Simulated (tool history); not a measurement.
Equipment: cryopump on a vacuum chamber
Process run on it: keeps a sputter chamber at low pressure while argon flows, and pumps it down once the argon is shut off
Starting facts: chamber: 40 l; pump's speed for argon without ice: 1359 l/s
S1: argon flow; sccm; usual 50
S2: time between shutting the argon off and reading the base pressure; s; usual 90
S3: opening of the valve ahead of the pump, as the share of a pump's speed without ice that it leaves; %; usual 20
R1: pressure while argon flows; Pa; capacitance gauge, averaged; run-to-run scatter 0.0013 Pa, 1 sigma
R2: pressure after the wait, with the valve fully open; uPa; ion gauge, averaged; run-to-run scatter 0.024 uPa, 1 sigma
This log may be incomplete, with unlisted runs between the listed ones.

run 1 hour=0.0 | S1=50 S2=90 S3=20 | R1=0.3184 R2=1.32
run 2 hour=26.5 | S1=50 S2=90 S3=20 | R1=0.3228 R2=1.33
run 3 hour=73.4 | S1=50 S2=90 S3=20 | R1=0.3229 R2=1.40
run 4 hour=121.2 | S1=50 S2=90 S3=20 | R1=0.3224 R2=1.38
run 5 hour=173.0 | S1=50 S2=90 S3=20 | R1=0.3235 R2=1.37
run 6 hour=206.4 | S1=50 S2=90 S3=20 | R1=0.3253 R2=1.39
run 7 hour=228.6 | S1=50 S2=90 S3=20 | R1=0.3260 R2=1.42
run 8 hour=272.9 | S1=50 S2=90 S3=20 | R1=0.3260 R2=1.47
run 9 hour=298.0 | S1=50 S2=90 S3=16 | R1=0.4059 R2=1.43
run 10 hour=319.5 | S1=33 S2=90 S3=20 | R1=0.2172 R2=1.45
run 11 hour=343.0 | S1=28 S2=90 S3=20 | R1=0.1837 R2=1.47
run 12 hour=382.3 | S1=50 S2=125 S3=20 | R1=0.3315 R2=1.31

Run 13 comes next. What will it give?
run 13 hour=414.0 | S1=61 S2=25 S3=17 | R1=? R2=?

{"run 13": {"R1": 0.471, "R2": 3.23}}
If the tool had no hidden condition, the same run with the same run-to-run variation would have returned R1 0.4461 Pa, R2 2.65 uPa.
